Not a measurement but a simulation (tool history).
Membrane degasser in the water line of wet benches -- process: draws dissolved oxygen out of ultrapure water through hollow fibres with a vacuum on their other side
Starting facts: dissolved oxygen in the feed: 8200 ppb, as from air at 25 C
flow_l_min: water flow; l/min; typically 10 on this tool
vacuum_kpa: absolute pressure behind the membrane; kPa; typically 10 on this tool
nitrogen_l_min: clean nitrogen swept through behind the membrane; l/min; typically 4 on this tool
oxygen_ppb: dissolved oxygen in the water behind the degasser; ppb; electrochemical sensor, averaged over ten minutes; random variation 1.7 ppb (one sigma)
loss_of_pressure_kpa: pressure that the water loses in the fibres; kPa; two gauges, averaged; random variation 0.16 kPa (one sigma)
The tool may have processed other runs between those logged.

{"run": 1, "day": 0.0, "flow_l_min": 10, "vacuum_kpa": 10, "nitrogen_l_min": 4, "oxygen_ppb": 176.6, "loss_of_pressure_kpa": 26.35}
{"run": 2, "day": 1.125, "flow_l_min": 10, "vacuum_kpa": 10, "nitrogen_l_min": 4, "oxygen_ppb": 176.6, "loss_of_pressure_kpa": 26.35}
{"run": 3, "day": 2.971, "flow_l_min": 10, "vacuum_kpa": 10, "nitrogen_l_min": 4, "oxygen_ppb": 177.3, "loss_of_pressure_kpa": 26.32}
{"run": 4, "day": 4.321, "flow_l_min": 10, "vacuum_kpa": 10, "nitrogen_l_min": 4, "oxygen_ppb": 179.8, "loss_of_pressure_kpa": 26.74}
{"run": 5, "day": 5.608, "flow_l_min": 10, "vacuum_kpa": 10, "nitrogen_l_min": 4, "oxygen_ppb": 181.6, "loss_of_pressure_kpa": 26.57}
{"run": 6, "day": 6.729, "flow_l_min": 13, "vacuum_kpa": 10, "nitrogen_l_min": 4, "oxygen_ppb": 243.9, "loss_of_pressure_kpa": 34.57}
{"run": 7, "day": 8.625, "flow_l_min": 13, "vacuum_kpa": 10, "nitrogen_l_min": 4, "oxygen_ppb": 244, "loss_of_pressure_kpa": 34.39}
{"day": 8.779, "done": "vacuum gauge calibrated"}
{"run": 8, "day": 10.167, "flow_l_min": 13, "vacuum_kpa": 10, "nitrogen_l_min": 4, "oxygen_ppb": 246.7, "loss_of_pressure_kpa": 34.77}
{"run": 9, "day": 11.067, "flow_l_min": 8, "vacuum_kpa": 10, "nitrogen_l_min": 4, "oxygen_ppb": 131.9, "loss_of_pressure_kpa": 21.18}
{"run": 10, "day": 12.738, "flow_l_min": 8, "vacuum_kpa": 10, "nitrogen_l_min": 4, "oxygen_ppb": 132.5, "loss_of_pressure_kpa": 21.43}
{"run": 11, "day": 13.754, "flow_l_min": 10, "vacuum_kpa": 10, "nitrogen_l_min": 4, "oxygen_ppb": 180.5, "loss_of_pressure_kpa": 26.69}
{"run": 12, "day": 15.062, "flow_l_min": 10, "vacuum_kpa": 10, "nitrogen_l_min": 4, "oxygen_ppb": 182, "loss_of_pressure_kpa": 26.37}
{"day": 15.871, "done": "vacuum gauge calibrated, once more"}
{"run": 13, "day": 16.779, "flow_l_min": 10, "vacuum_kpa": 10, "nitrogen_l_min": 4.76, "oxygen_ppb": 171, "loss_of_pressure_kpa": 26.4}
{"run": 14, "day": 18.858, "flow_l_min": 10, "vacuum_kpa": 8.4, "nitrogen_l_min": 1.76, "oxygen_ppb": 208.2, "loss_of_pressure_kpa": 26.48}
{"run": 15, "day": 20.35, "flow_l_min": 10, "vacuum_kpa": 8.4, "nitrogen_l_min": 1.76, "oxygen_ppb": 206.8, "loss_of_pressure_kpa": 26.88}
{"run": 16, "day": 21.862, "flow_l_min": 7, "vacuum_kpa": 10, "nitrogen_l_min": 2.54, "oxygen_ppb": 127.6, "loss_of_pressure_kpa": 18.55}
{"run": 17, "day": 23.2, "flow_l_min": 15, "vacuum_kpa": 20.6, "nitrogen_l_min": 9.71, "oxygen_ppb": 293, "loss_of_pressure_kpa": 40}
{"run": 18, "day": 24.971, "flow_l_min": 8, "vacuum_kpa": 10.1, "nitrogen_l_min": 5.31, "oxygen_ppb": 126.3, "loss_of_pressure_kpa": 21}
{"run": 19, "day": 27.054, "flow_l_min": 6, "vacuum_kpa": 8.1, "nitrogen_l_min": 2.55, "oxygen_ppb": 92, "loss_of_pressure_kpa": 15.9}
{"run": 20, "day": 28.842, "flow_l_min": 6, "vacuum_kpa": 8.1, "nitrogen_l_min": 2.55, "oxygen_ppb": 93.2, "loss_of_pressure_kpa": 15.9}
{"run": 21, "day": 29.775, "flow_l_min": 9, "vacuum_kpa": 10, "nitrogen_l_min": 6.55, "oxygen_ppb": 142, "loss_of_pressure_kpa": 24.13}
{"run": 22, "day": 31.383, "flow_l_min": 16, "vacuum_kpa": 10.5, "nitrogen_l_min": 8.73, "oxygen_ppb": 282.4, "loss_of_pressure_kpa": 42.77}
{"run": 23, "day": 32.721, "flow_l_min": 16, "vacuum_kpa": 10.5, "nitrogen_l_min": 8.73, "oxygen_ppb": 281.4, "loss_of_pressure_kpa": 42.46}
{"run": 24, "day": 34.233, "flow_l_min": 10, "vacuum_kpa": 21.6, "nitrogen_l_min": 4, "oxygen_ppb": 249, "loss_of_pressure_kpa": 26.55}
{"run": 25, "day": 35.871, "flow_l_min": 7, "vacuum_kpa": 10, "nitrogen_l_min": 4.78, "oxygen_ppb": 106.5, "loss_of_pressure_kpa": 18.67}

Below are 5 alternative next runs, each starting from the tool's condition after run 25. Predict each:
{"run": "A", "day": 37.804, "flow_l_min": 16, "vacuum_kpa": 10, "nitrogen_l_min": 5.55, "oxygen_ppb": "?", "loss_of_pressure_kpa": "?"}
{"run": "B", "day": 37.804, "flow_l_min": 7, "vacuum_kpa": 16.9, "nitrogen_l_min": 4.78, "oxygen_ppb": "?", "loss_of_pressure_kpa": "?"}
{"run": "C", "day": 37.804, "flow_l_min": 7, "vacuum_kpa": 12.3, "nitrogen_l_min": 1.67, "oxygen_ppb": "?", "loss_of_pressure_kpa": "?"}
{"run": "D", "day": 37.804, "flow_l_min": 7, "vacuum_kpa": 21.6, "nitrogen_l_min": 3.18, "oxygen_ppb": "?", "loss_of_pressure_kpa": "?"}
{"run": "E", "day": 37.804, "flow_l_min": 9, "vacuum_kpa": 22.1, "nitrogen_l_min": 4.15, "oxygen_ppb": "?", "loss_of_pressure_kpa": "?"}

run=A oxygen_ppb=302.5 loss_of_pressure_kpa=42.71
run=B oxygen_ppb=133.1 loss_of_pressure_kpa=18.6
run=C oxygen_ppb=172.1 loss_of_pressure_kpa=18.67
run=D oxygen_ppb=181.2 loss_of_pressure_kpa=18.73
run=E oxygen_ppb=222.6 loss_of_pressure_kpa=24.13
Without the tool's unlogged condition, the same runs would have read:
run=A oxygen_ppb=290.4 loss_of_pressure_kpa=42.17
run=B oxygen_ppb=127 loss_of_pressure_kpa=18.37
run=C oxygen_ppb=165 loss_of_pressure_kpa=18.44
run=D oxygen_ppb=174 loss_of_pressure_kpa=18.49
run=E oxygen_ppb=214.2 loss_of_pressure_kpa=23.82

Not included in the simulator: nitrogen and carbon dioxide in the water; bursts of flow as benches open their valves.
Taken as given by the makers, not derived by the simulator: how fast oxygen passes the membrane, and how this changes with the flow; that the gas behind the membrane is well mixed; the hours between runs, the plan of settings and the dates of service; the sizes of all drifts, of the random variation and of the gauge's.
